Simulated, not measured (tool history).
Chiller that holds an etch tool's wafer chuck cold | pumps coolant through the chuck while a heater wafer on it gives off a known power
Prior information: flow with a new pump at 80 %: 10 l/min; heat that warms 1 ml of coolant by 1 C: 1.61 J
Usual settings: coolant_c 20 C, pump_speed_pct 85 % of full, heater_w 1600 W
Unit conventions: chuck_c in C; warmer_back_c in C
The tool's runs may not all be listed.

{"run": 1, "hour": 0.0, "coolant_c": 20, "pump_speed_pct": 85, "heater_w": 1600, "chuck_c": 36.5, "warmer_back_c": 6.14}
{"run": 2, "hour": 76.8, "coolant_c": 19, "pump_speed_pct": 85, "heater_w": 1600, "chuck_c": 35.7, "warmer_back_c": 6.16}
{"run": 3, "hour": 154.5, "coolant_c": 19, "pump_speed_pct": 85, "heater_w": 1600, "chuck_c": 35.7, "warmer_back_c": 6.11}
{"run": 4, "hour": 233.7, "coolant_c": 19, "pump_speed_pct": 85, "heater_w": 1600, "chuck_c": 35.9, "warmer_back_c": 6.16}
{"run": 5, "hour": 343.6, "coolant_c": 19, "pump_speed_pct": 85, "heater_w": 1600, "chuck_c": 35.8, "warmer_back_c": 6.2}
{"run": 6, "hour": 424.9, "coolant_c": 19, "pump_speed_pct": 85, "heater_w": 2271, "chuck_c": 43, "warmer_back_c": 8.84}
{"run": 7, "hour": 476.8, "coolant_c": 19, "pump_speed_pct": 85, "heater_w": 2271, "chuck_c": 43.2, "warmer_back_c": 8.82}
{"run": 8, "hour": 538.1, "coolant_c": 20, "pump_speed_pct": 85, "heater_w": 1600, "chuck_c": 37, "warmer_back_c": 6.27}
{"run": 9, "hour": 648.6, "coolant_c": 20, "pump_speed_pct": 85, "heater_w": 1600, "chuck_c": 37.2, "warmer_back_c": 6.29}
{"run": 10, "hour": 755.8, "coolant_c": 20, "pump_speed_pct": 85, "heater_w": 1600, "chuck_c": 37.3, "warmer_back_c": 6.26}
{"run": 11, "hour": 827.8, "coolant_c": 20, "pump_speed_pct": 61, "heater_w": 1600, "chuck_c": 42.1, "warmer_back_c": 9.12}
{"run": 12, "hour": 883.8, "coolant_c": 20, "pump_speed_pct": 61, "heater_w": 1600, "chuck_c": 42, "warmer_back_c": 9.07}
{"run": 13, "hour": 944.1, "coolant_c": 20, "pump_speed_pct": 99, "heater_w": 1600, "chuck_c": 35.7, "warmer_back_c": 5.35}
{"run": 14, "hour": 1028.1, "coolant_c": 20, "pump_speed_pct": 99, "heater_w": 1600, "chuck_c": 35.7, "warmer_back_c": 5.36}
{"run": 15, "hour": 1083.9, "coolant_c": 22, "pump_speed_pct": 85, "heater_w": 1600, "chuck_c": 39.6, "warmer_back_c": 6.33}
{"run": 16, "hour": 1177.6, "coolant_c": 22, "pump_speed_pct": 85, "heater_w": 1600, "chuck_c": 39.5, "warmer_back_c": 6.35}
{"hour": 1189.7, "done": "coolant pump overhauled"}
{"run": 17, "hour": 1274.2, "coolant_c": 20, "pump_speed_pct": 89, "heater_w": 1600, "chuck_c": 37.4, "warmer_back_c": 6.27}
{"run": 18, "hour": 1319.7, "coolant_c": 20, "pump_speed_pct": 89, "heater_w": 1600, "chuck_c": 37.5, "warmer_back_c": 6.19}
{"run": 19, "hour": 1376.1, "coolant_c": 11, "pump_speed_pct": 89, "heater_w": 834, "chuck_c": 20, "warmer_back_c": 3.24}
{"run": 20, "hour": 1479.0, "coolant_c": 20, "pump_speed_pct": 65, "heater_w": 1149, "chuck_c": 35.9, "warmer_back_c": 6.38}
{"hour": 1537.7, "done": "coolant pump overhauled, once more"}
{"run": 21, "hour": 1564.3, "coolant_c": 22, "pump_speed_pct": 72, "heater_w": 905, "chuck_c": 32.6, "warmer_back_c": 3.77}
{"run": 22, "hour": 1672.5, "coolant_c": 20, "pump_speed_pct": 97, "heater_w": 1600, "chuck_c": 34.7, "warmer_back_c": 4.82}
{"run": 23, "hour": 1759.2, "coolant_c": 16, "pump_speed_pct": 97, "heater_w": 1600, "chuck_c": 31.1, "warmer_back_c": 4.87}
{"run": 24, "hour": 1812.5, "coolant_c": 21, "pump_speed_pct": 92, "heater_w": 1425, "chuck_c": 34.8, "warmer_back_c": 4.51}
{"run": 25, "hour": 1903.1, "coolant_c": 18, "pump_speed_pct": 87, "heater_w": 2070, "chuck_c": 38.9, "warmer_back_c": 7.14}
{"run": 26, "hour": 1990.1, "coolant_c": 18, "pump_speed_pct": 94, "heater_w": 2063, "chuck_c": 37.9, "warmer_back_c": 6.43}
{"run": 27, "hour": 2052.9, "coolant_c": 18, "pump_speed_pct": 94, "heater_w": 2063, "chuck_c": 37.9, "warmer_back_c": 6.51}
{"run": 28, "hour": 2152.7, "coolant_c": 14, "pump_speed_pct": 94, "heater_w": 2063, "chuck_c": 33.8, "warmer_back_c": 6.52}
{"run": 29, "hour": 2207.7, "coolant_c": 28, "pump_speed_pct": 85, "heater_w": 2284, "chuck_c": 51.7, "warmer_back_c": 8.09}
{"run": 30, "hour": 2286.3, "coolant_c": 20, "pump_speed_pct": 69, "heater_w": 1600, "chuck_c": 39.7, "warmer_back_c": 7.18}
{"run": 31, "hour": 2360.9, "coolant_c": 20, "pump_speed_pct": 97, "heater_w": 1013, "chuck_c": 29.8, "warmer_back_c": 3.05}
{"run": 32, "hour": 2405.7, "coolant_c": 20, "pump_speed_pct": 79, "heater_w": 831, "chuck_c": 29.3, "warmer_back_c": 3.23}
{"run": 33, "hour": 2460.7, "coolant_c": 11, "pump_speed_pct": 87, "heater_w": 831, "chuck_c": 19.8, "warmer_back_c": 2.91}

Forecast each of these 3 alternatives for the next run:
{"run": "A", "hour": 2557.9, "coolant_c": 13, "pump_speed_pct": 75, "heater_w": 831, "chuck_c": "?", "warmer_back_c": "?"}
{"run": "B", "hour": 2557.9, "coolant_c": 11, "pump_speed_pct": 85, "heater_w": 843, "chuck_c": "?", "warmer_back_c": "?"}
{"run": "C", "hour": 2557.9, "coolant_c": 27, "pump_speed_pct": 62, "heater_w": 1235, "chuck_c": "?", "warmer_back_c": "?"}

run=A chuck_c=22.7 warmer_back_c=3.41
run=B chuck_c=20 warmer_back_c=3.03
run=C chuck_c=43.6 warmer_back_c=6.2
The same runs, with their run-to-run variation unchanged, on a tool lacking any hidden condition would have given:
run=A chuck_c=21.8 warmer_back_c=3.33
run=B chuck_c=19.1 warmer_back_c=2.96
run=C chuck_c=42.2 warmer_back_c=6.05

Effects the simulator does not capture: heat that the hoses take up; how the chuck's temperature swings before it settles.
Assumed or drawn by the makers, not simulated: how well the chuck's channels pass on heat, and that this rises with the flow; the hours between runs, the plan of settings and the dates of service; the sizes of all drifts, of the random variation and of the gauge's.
